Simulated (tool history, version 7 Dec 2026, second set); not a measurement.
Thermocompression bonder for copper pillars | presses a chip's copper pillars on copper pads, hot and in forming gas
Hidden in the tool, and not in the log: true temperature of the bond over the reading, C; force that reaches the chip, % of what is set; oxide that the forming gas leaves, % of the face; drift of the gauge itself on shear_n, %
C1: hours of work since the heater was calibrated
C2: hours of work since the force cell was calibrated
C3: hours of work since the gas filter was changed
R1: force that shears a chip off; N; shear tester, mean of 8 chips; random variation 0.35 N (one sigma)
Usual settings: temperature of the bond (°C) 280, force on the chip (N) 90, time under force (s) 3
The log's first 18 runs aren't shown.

Run 19, hour 212.3: usual settings; C1 490; C2 454; C3 131. Result: R1 52.4 N.
Run 20, hour 228.1: usual settings but temperature of the bond (°C) 277, force on the chip (N) 95, time under force (s) 7; C1 499; C2 463; C3 140. Result: R1 69.6 N.
Run 21, hour 243.1: usual settings but temperature of the bond (°C) 277, force on the chip (N) 95, time under force (s) 7; C1 507; C2 471; C3 148. Result: R1 70.2 N.
Run 22, hour 257.2: usual settings but temperature of the bond (°C) 288, time under force (s) 2; C1 515; C2 479; C3 156. Result: R1 48.7 N.
Run 23, hour 268.1: usual settings but temperature of the bond (°C) 270, force on the chip (N) 102, time under force (s) 6; C1 521; C2 485; C3 162. Result: R1 64.4 N.
Run 24, hour 274.9: usual settings but temperature of the bond (°C) 263, force on the chip (N) 71, time under force (s) 8; C1 525; C2 489; C3 166. Result: R1 54.0 N.
Run 25, hour 281.5: usual settings but temperature of the bond (°C) 263, force on the chip (N) 71, time under force (s) 8; C1 528; C2 492; C3 170. Result: R1 53.7 N.
Run 26, hour 292.9: usual settings but temperature of the bond (°C) 250; C1 535; C2 499; C3 176. Result: R1 37.4 N.
Run 27, hour 308.3: usual settings but temperature of the bond (°C) 290, force on the chip (N) 97; C1 543; C2 507; C3 185. Result: R1 59.4 N.
Run 28, hour 318.7: usual settings but temperature of the bond (°C) 279, force on the chip (N) 98, time under force (s) 4; C1 549; C2 513; C3 191. Result: R1 59.2 N.
Run 29, hour 328.2: usual settings but temperature of the bond (°C) 289, force on the chip (N) 84, time under force (s) 4; C1 554; C2 518; C3 196. Result: R1 59.6 N.
Run 30, hour 337.8: usual settings but temperature of the bond (°C) 306, force on the chip (N) 93, time under force (s) 4; C1 560; C2 524; C3 201. Result: R1 72.4 N.
Run 31, hour 348.3: usual settings but temperature of the bond (°C) 277, force on the chip (N) 79, time under force (s) 8; C1 566; C2 530; C3 207. Result: R1 65.0 N.
Run 32, hour 360.4: usual settings but temperature of the bond (°C) 297, force on the chip (N) 55, time under force (s) 9; C1 572; C2 536; C3 214. Result: R1 65.8 N.
Run 33, hour 376.1: usual settings but temperature of the bond (°C) 308, force on the chip (N) 55, time under force (s) 2; C1 581; C2 545; C3 223. Result: R1 42.0 N.
Run 34, hour 388.9: usual settings but temperature of the bond (°C) 256, force on the chip (N) 98, time under force (s) 4; C1 588; C2 552; C3 230. Result: R1 46.7 N.
Run 35, hour 403.6: usual settings but temperature of the bond (°C) 287, force on the chip (N) 83, time under force (s) 2; C1 597; C2 560; C3 238. Result: R1 44.8 N.
Run 36, hour 412.8: usual settings but force on the chip (N) 63, time under force (s) 4; C1 602; C2 565; C3 243. Result: R1 45.5 N.
Run 37, hour 426.1: usual settings but force on the chip (N) 63, time under force (s) 4; C1 609; C2 573; C3 250. Result: R1 45.1 N.
At hour 433.3: forming gas filter changed.
Run 38, hour 440.5: usual settings but temperature of the bond (°C) 259, force on the chip (N) 129; C1 617; C2 581; C3 4. Result: R1 53.4 N.

Forecast each of these 4 alternatives for the next run:
Run A, hour 448.7: usual settings but temperature of the bond (°C) 259, force on the chip (N) 58; C1 621; C2 585; C3 9. Result: R1 ?.
Run B, hour 448.7: usual settings but temperature of the bond (°C) 284, force on the chip (N) 57; C1 621; C2 585; C3 9. Result: R1 ?.
Run C, hour 448.7: usual settings but time under force (s) 5; C1 621; C2 585; C3 9. Result: R1 ?.
Run D, hour 448.7: usual settings but force on the chip (N) 123; C1 621; C2 585; C3 9. Result: R1 ?.

run    R1
  A  30.7
  B  40.6
  C  63.1
  D  63.6
Without the tool's hidden state the same runs would have given:
run    R1
  A  33.3
  B  43.6
  C  67.1
  D  67.6
